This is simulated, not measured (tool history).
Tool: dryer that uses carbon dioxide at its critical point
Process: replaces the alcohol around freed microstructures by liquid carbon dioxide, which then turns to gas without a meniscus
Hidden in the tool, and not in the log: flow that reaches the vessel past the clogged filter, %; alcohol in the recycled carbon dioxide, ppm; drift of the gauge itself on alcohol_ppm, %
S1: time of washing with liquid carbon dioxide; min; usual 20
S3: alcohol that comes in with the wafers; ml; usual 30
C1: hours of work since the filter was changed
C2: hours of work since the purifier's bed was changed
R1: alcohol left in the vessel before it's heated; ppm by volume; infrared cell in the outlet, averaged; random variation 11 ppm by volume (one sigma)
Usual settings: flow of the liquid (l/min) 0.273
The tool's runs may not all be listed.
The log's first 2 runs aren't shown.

{"run": 3, "hour": 75.8, "S1": 20, "flow of the liquid (l/min)": 0.329, "S3": 30, "C1": 238, "C2": 1065, "R1": 514}
{"run": 4, "hour": 131.0, "S1": 20, "flow of the liquid (l/min)": 0.329, "S3": 30, "C1": 279, "C2": 1106, "R1": 549}
{"run": 5, "hour": 155.5, "S1": 20, "flow of the liquid (l/min)": 0.273, "S3": 61, "C1": 298, "C2": 1125, "R1": 1919}
{"run": 6, "hour": 179.7, "S1": 20, "flow of the liquid (l/min)": 0.273, "S3": 61, "C1": 316, "C2": 1143, "R1": 1973}
{"run": 7, "hour": 219.8, "S1": 20, "flow of the liquid (l/min)": 0.273, "S3": 61, "C1": 346, "C2": 1173, "R1": 2013}
{"run": 8, "hour": 273.3, "S1": 20, "flow of the liquid (l/min)": 0.273, "S3": 61, "C1": 386, "C2": 1212, "R1": 2184}
{"run": 9, "hour": 303.6, "S1": 20, "flow of the liquid (l/min)": 0.273, "S3": 65, "C1": 408, "C2": 1235, "R1": 2276}
{"run": 10, "hour": 357.5, "S1": 20, "flow of the liquid (l/min)": 0.273, "S3": 74, "C1": 448, "C2": 1275, "R1": 2798}
{"run": 11, "hour": 403.4, "S1": 20, "flow of the liquid (l/min)": 0.273, "S3": 39, "C1": 483, "C2": 1309, "R1": 1574}
{"run": 12, "hour": 428.8, "S1": 20, "flow of the liquid (l/min)": 0.273, "S3": 39, "C1": 502, "C2": 1328, "R1": 1652}
{"run": 13, "hour": 452.2, "S1": 20, "flow of the liquid (l/min)": 0.273, "S3": 39, "C1": 519, "C2": 1346, "R1": 1663}
{"hour": 481.9, "done": "inlet filter changed"}
{"run": 14, "hour": 508.3, "S1": 20, "flow of the liquid (l/min)": 0.273, "S3": 39, "C1": 20, "C2": 1387, "R1": 1062}
{"run": 15, "hour": 555.2, "S1": 20, "flow of the liquid (l/min)": 0.273, "S3": 64, "C1": 55, "C2": 1422, "R1": 1656}
{"run": 16, "hour": 582.8, "S1": 20, "flow of the liquid (l/min)": 0.273, "S3": 64, "C1": 75, "C2": 1443, "R1": 1736}
{"run": 17, "hour": 628.6, "S1": 20, "flow of the liquid (l/min)": 0.273, "S3": 64, "C1": 109, "C2": 1477, "R1": 1686}
{"hour": 640.5, "done": "purifier's bed changed"}
{"run": 18, "hour": 655.9, "S1": 20, "flow of the liquid (l/min)": 0.176, "S3": 30, "C1": 128, "C2": 11, "R1": 2748}
{"run": 19, "hour": 683.7, "S1": 20, "flow of the liquid (l/min)": 0.273, "S3": 30, "C1": 148, "C2": 32, "R1": 796}

Run 20 comes next. What will it give?
{"run": 20, "hour": 728.2, "S1": 20, "flow of the liquid (l/min)": 0.273, "S3": 30, "C1": 182, "C2": 65, "R1": "?"}

R1: 810 ppm by volume
Without the tool's hidden state the same run would have given R1 653 ppm by volume.

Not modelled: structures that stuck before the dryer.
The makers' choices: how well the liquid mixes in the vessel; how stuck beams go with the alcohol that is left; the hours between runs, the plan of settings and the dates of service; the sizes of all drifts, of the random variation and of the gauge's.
